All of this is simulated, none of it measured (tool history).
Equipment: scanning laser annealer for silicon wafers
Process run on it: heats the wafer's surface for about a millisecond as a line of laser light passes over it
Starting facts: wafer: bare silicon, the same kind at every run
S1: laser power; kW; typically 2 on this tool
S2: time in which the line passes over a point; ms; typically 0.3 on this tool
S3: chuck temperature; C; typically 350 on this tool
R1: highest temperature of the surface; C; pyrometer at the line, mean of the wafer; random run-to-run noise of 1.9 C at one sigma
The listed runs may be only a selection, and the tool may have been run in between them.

Run 1, hour 0: usual settings. Result: R1 1141 C.
Run 2, hour 26.3: usual settings. Result: R1 1137 C.
Run 3, hour 62.9: usual settings. Result: R1 1134 C.
Run 4, hour 81.9: usual settings but S2 0.244 ms. Result: R1 1045 C.
Run 5, hour 117.4: usual settings but S2 0.244 ms. Result: R1 1047 C.
At hour 128.3: window over the wafer cleaned.
Run 6, hour 150.8: usual settings but S2 0.244 ms. Result: R1 1057 C.
At hour 165.5: optics aligned, line set to its width.
Run 7, hour 191.8: usual settings but S2 0.244 ms. Result: R1 1068 C.
Run 8, hour 233.9: usual settings. Result: R1 1158 C.
Run 9, hour 256.7: usual settings. Result: R1 1162 C.
Run 10, hour 298.1: usual settings but S1 1.713 kW. Result: R1 1043 C.
Run 11, hour 323.7: usual settings but S2 0.279 ms. Result: R1 1119 C.
Run 12, hour 355.2: usual settings but S2 0.279 ms. Result: R1 1121 C.
Run 13, hour 386.7: usual settings but S2 0.279 ms, S3 311 C. Result: R1 1082 C.
Run 14, hour 407.1: usual settings but S2 0.279 ms, S3 311 C. Result: R1 1079 C.
Run 15, hour 430.6: usual settings but S2 0.279 ms, S3 311 C. Result: R1 1083 C.
Run 16, hour 468.5: usual settings but S2 0.279 ms, S3 311 C. Result: R1 1076 C.
Run 17, hour 511.9: usual settings but S3 333 C. Result: R1 1134 C.
Run 18, hour 555.8: usual settings but S1 1.842 kW, S2 0.374 ms, S3 376 C. Result: R1 1216 C.
Run 19, hour 589.8: usual settings but S1 2.053 kW, S2 0.26 ms, S3 357 C. Result: R1 1109 C.

Expected results for the next run?
Run 20, hour 608.1: usual settings but S1 2.053 kW, S2 0.38 ms, S3 364 C. Result: R1 ?.

Run 20 yielded R1 1298 C.
Minus the tool's unlogged condition, the same run would have read R1 1328 C.
